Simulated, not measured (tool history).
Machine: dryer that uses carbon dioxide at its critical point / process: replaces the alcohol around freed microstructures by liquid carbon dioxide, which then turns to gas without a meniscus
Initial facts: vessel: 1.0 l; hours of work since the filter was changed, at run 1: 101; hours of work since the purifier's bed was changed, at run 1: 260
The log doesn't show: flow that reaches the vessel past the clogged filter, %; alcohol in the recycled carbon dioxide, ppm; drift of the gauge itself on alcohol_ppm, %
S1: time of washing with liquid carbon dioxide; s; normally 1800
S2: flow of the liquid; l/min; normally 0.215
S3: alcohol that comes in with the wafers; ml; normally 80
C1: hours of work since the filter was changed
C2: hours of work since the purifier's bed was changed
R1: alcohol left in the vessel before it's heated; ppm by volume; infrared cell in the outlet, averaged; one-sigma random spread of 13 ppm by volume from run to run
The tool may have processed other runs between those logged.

run,hour,S1,S2,S3,C1,C2,R1
1,0.0,1800,0.215,80,101,260,1121
2,13.4,1800,0.215,80,110,269,1143
3,34.0,1800,0.215,80,124,283,1160
4,50.3,1800,0.215,80,134,294,1162
5,62.8,1800,0.215,80,143,302,1188
6,80.5,1800,0.215,80,155,314,1267
7,100.8,1800,0.215,80,168,327,1307
8,119.9,2400,0.314,24,181,340,28
9,129.6,1680,0.314,24,187,347,87
10,139.0,2460,0.200,38,194,353,247
11,152.8,2160,0.152,35,203,362,1281
12,163.9,1200,0.261,57,210,369,2116
13,183.1,1740,0.215,47,223,382,1032
14,194.8,1260,0.173,22,231,390,2526

The same runs without the tool's hidden state, with the same run-to-run variation:
run,R1
1,853
2,851
3,832
4,809
5,812
6,839
7,839
8,9
9,33
10,126
11,815
12,1336
13,581
14,1797
